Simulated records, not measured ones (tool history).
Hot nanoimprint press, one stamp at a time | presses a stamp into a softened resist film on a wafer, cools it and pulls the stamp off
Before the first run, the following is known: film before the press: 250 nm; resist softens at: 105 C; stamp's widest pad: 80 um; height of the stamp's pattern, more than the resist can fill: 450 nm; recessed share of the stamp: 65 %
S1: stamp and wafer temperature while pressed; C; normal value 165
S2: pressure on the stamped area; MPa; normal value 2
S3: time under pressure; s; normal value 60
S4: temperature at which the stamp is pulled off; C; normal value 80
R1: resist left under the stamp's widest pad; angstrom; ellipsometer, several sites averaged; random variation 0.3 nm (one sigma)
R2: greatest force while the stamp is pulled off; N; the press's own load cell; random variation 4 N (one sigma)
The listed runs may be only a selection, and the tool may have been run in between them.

Run 1, hour 0: usual settings. Result: R1 1196 angstrom, R2 198 N.
Run 2, hour 5.2: usual settings. Result: R1 1191 angstrom, R2 195 N.
Run 3, hour 14.2: usual settings. Result: R1 1184 angstrom, R2 198 N.
Run 4, hour 20: usual settings. Result: R1 1190 angstrom, R2 196 N.
Run 5, hour 26.7: usual settings. Result: R1 1189 angstrom, R2 200 N.
Run 6, hour 36.6: usual settings but S2 1.79 MPa. Result: R1 1247 angstrom, R2 187 N.
Run 7, hour 43.8: usual settings but S2 1.79 MPa. Result: R1 1241 angstrom, R2 198 N.
Run 8, hour 53.8: usual settings but S2 1.79 MPa. Result: R1 1242 angstrom, R2 188 N.
Run 9, hour 63.7: usual settings but S3 83 s. Result: R1 1045 angstrom, R2 189 N.
Run 10, hour 70.5: usual settings but S2 3.01 MPa, S3 83 s. Result: R1 856 angstrom, R2 192 N.
Run 11, hour 79.4: usual settings but S2 3.01 MPa, S3 99 s. Result: R1 794 angstrom, R2 192 N.
Run 12, hour 86.6: usual settings but S2 3.01 MPa, S3 99 s. Result: R1 801 angstrom, R2 196 N.
Run 13, hour 92.3: usual settings but S1 159 C. Result: R1 1572 angstrom, R2 196 N.
Run 14, hour 97.6: usual settings but S1 166 C. Result: R1 1121 angstrom, R2 186 N.
Run 15, hour 104.9: usual settings. Result: R1 1177 angstrom, R2 189 N.
Run 16, hour 109.4: usual settings. Result: R1 1178 angstrom, R2 188 N.
Run 17, hour 119: usual settings but S2 1.6 MPa. Result: R1 1300 angstrom, R2 194 N.
Run 18, hour 129.3: usual settings but S2 1.6 MPa. Result: R1 1292 angstrom, R2 195 N.
Run 19, hour 135.1: usual settings but S2 1.6 MPa. Result: R1 1292 angstrom, R2 192 N.
Run 20, hour 144.2: usual settings but S2 1.6 MPa. Result: R1 1296 angstrom, R2 197 N.
Run 21, hour 153: usual settings but S2 1.6 MPa. Result: R1 1288 angstrom, R2 194 N.
Run 22, hour 158.1: usual settings but S2 2.63 MPa. Result: R1 1032 angstrom, R2 190 N.
Run 23, hour 162.7: usual settings but S1 175 C, S3 33 s. Result: R1 901 angstrom, R2 193 N.
Run 24, hour 167.5: usual settings but S2 1.5 MPa, S4 81 C. Result: R1 1327 angstrom, R2 189 N.
Run 25, hour 173.4: usual settings but S1 167 C, S2 2.47 MPa, S3 49 s, S4 66 C. Result: R1 1030 angstrom, R2 217 N.
Run 26, hour 179.9: usual settings but S1 167 C, S2 2.47 MPa, S3 49 s, S4 66 C. Result: R1 1028 angstrom, R2 212 N.
Run 27, hour 184.2: usual settings but S1 167 C, S2 1.71 MPa, S3 59 s, S4 85 C. Result: R1 1139 angstrom, R2 187 N.
Run 28, hour 191.4: usual settings but S1 154 C, S2 1.54 MPa. Result: R1 2010 angstrom, R2 198 N.
Run 29, hour 197.1: usual settings but S1 154 C, S2 1.54 MPa. Result: R1 2016 angstrom, R2 196 N.

Results per run with the tool's hidden condition removed, run-to-run variation unchanged:
What the log doesn't record here: true temperature over the reading, C; pressure that arrives at the usual setting, %; grip of the stamp's worn release coat, % over a new coat's; drift of the gauge itself on residual_nm, %; drift of the gauge itself on pull_off_n, %.
run    R1
  1  1196
  2  1192
  3  1186
  4  1192
  5  1192
  6  1251
  7  1246
  8  1248
  9  1052
 10   862
 11   800
 12   808
 13  1587
 14  1133
 15  1189
 16  1191
 17  1316
 18  1309
 19  1310
 20  1315
 21  1309
 22  1050
 23   916
 24  1351
 25  1049
 26  1048
 27  1162
 28  2051
 29  2059
R2: within 2 N of the measured result in every run.
